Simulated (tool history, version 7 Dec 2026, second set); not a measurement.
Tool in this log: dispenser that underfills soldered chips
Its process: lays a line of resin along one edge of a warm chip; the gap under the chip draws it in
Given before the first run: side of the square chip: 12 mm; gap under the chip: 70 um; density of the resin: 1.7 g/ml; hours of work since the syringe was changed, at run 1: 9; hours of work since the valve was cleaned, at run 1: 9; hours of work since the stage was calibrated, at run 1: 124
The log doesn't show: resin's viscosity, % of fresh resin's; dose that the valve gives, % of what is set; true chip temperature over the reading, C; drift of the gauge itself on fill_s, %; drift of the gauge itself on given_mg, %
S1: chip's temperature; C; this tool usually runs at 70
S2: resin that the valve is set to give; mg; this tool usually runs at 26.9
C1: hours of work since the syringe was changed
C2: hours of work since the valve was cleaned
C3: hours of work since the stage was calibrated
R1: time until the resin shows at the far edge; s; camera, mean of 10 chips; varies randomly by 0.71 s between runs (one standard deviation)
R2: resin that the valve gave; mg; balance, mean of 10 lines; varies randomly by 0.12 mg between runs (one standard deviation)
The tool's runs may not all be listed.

| run | hour | S1 | S2 | C1 | C2 | C3 | R1 | R2 |
|---|---|---|---|---|---|---|---|---|
| 1 | 0.0 | 70 | 26.9 | 9 | 9 | 124 | 116.6 | 26.83 |
|  | 2.8 | new syringe of resin |
| 2 | 3.4 | 70 | 26.9 | 0 | 11 | 126 | 68.2 | 26.54 |
| 3 | 8.3 | 70 | 26.9 | 4 | 14 | 130 | 86.0 | 26.47 |
| 4 | 12.8 | 70 | 30.3 | 7 | 17 | 133 | 104.8 | 29.86 |
| 5 | 16.0 | 70 | 30.3 | 9 | 19 | 135 | 121.4 | 29.72 |
|  | 18.1 | new syringe of resin |
| 6 | 20.8 | 70 | 34.7 | 2 | 23 | 138 | 72.7 | 33.89 |
| 7 | 26.0 | 70 | 34.7 | 5 | 26 | 142 | 94.9 | 33.99 |
| 8 | 31.1 | 70 | 34.7 | 9 | 30 | 145 | 121.3 | 33.89 |
|  | 33.6 | new syringe of resin |
| 9 | 36.6 | 70 | 34.7 | 2 | 33 | 149 | 74.4 | 33.68 |
| 10 | 39.0 | 70 | 34.7 | 4 | 35 | 150 | 86.0 | 33.60 |
| 11 | 44.0 | 57 | 34.7 | 7 | 38 | 154 | 195.9 | 33.41 |
|  | 48.9 | new syringe of resin |
| 12 | 49.6 | 57 | 34.7 | 1 | 42 | 157 | 126.8 | 33.59 |
| 13 | 53.7 | 70 | 26.9 | 3 | 45 | 160 | 82.1 | 25.77 |
|  | 55.2 | dispensing valve cleaned and set on the balance |
| 14 | 58.9 | 59 | 34.1 | 6 | 3 | 163 | 170.1 | 33.82 |
| 15 | 64.4 | 59 | 34.1 | 10 | 6 | 167 | 215.8 | 34.03 |
|  | 65.6 | new syringe of resin |
| 16 | 69.1 | 59 | 34.1 | 2 | 9 | 170 | 128.2 | 33.74 |
| 17 | 73.4 | 79 | 28.0 | 5 | 12 | 173 | 64.0 | 27.74 |
| 18 | 76.4 | 76 | 23.6 | 7 | 14 | 175 | 89.0 | 23.42 |
|  | 81.1 | new syringe of resin |
| 19 | 81.3 | 70 | 28.2 | 0 | 18 | 178 | 66.7 | 27.38 |
| 20 | 85.1 | 61 | 31.3 | 3 | 20 | 181 | 121.9 | 30.72 |
| 21 | 90.2 | 61 | 31.3 | 6 | 24 | 184 | 156.0 | 30.70 |
| 22 | 95.6 | 61 | 31.3 | 10 | 27 | 188 | 195.0 | 30.62 |
|  | 96.6 | new syringe of resin |
| 23 | 99.8 | 63 | 31.6 | 2 | 30 | 191 | 107.0 | 30.64 |
| 24 | 105.1 | 67 | 25.8 | 6 | 34 | 194 | 118.2 | 25.04 |
| 25 | 107.9 | 71 | 23.0 | 8 | 36 | 196 | 115.5 | 22.27 |

Some steps in R1, run to run, broken into two amounts with sign: the step expected even without the hidden condition (settings, incoming material, random variation), and the rest, left for the hidden condition together with whatever gauge scatter is not in both the measured and the hidden-condition-free result:
Run 10 -> 11: S1 70 -> 57. R1 +109.9 s: hidden state +58.6, all else +51.3.
Run 13 -> 14: S1 70 -> 59, S2 26.9 -> 34.1, dispensing valve cleaned and set on the balance. R1 +88.0 s: hidden state +43.1, all else +44.9.
Run 15 -> 16: new syringe of resin. R1 -87.6 s: hidden state -84.6, all else -3.0.
Run 22 -> 23: S1 61 -> 63, S2 31.3 -> 31.6, new syringe of resin. R1 -88.0 s: hidden state -81.1, all else -6.9.
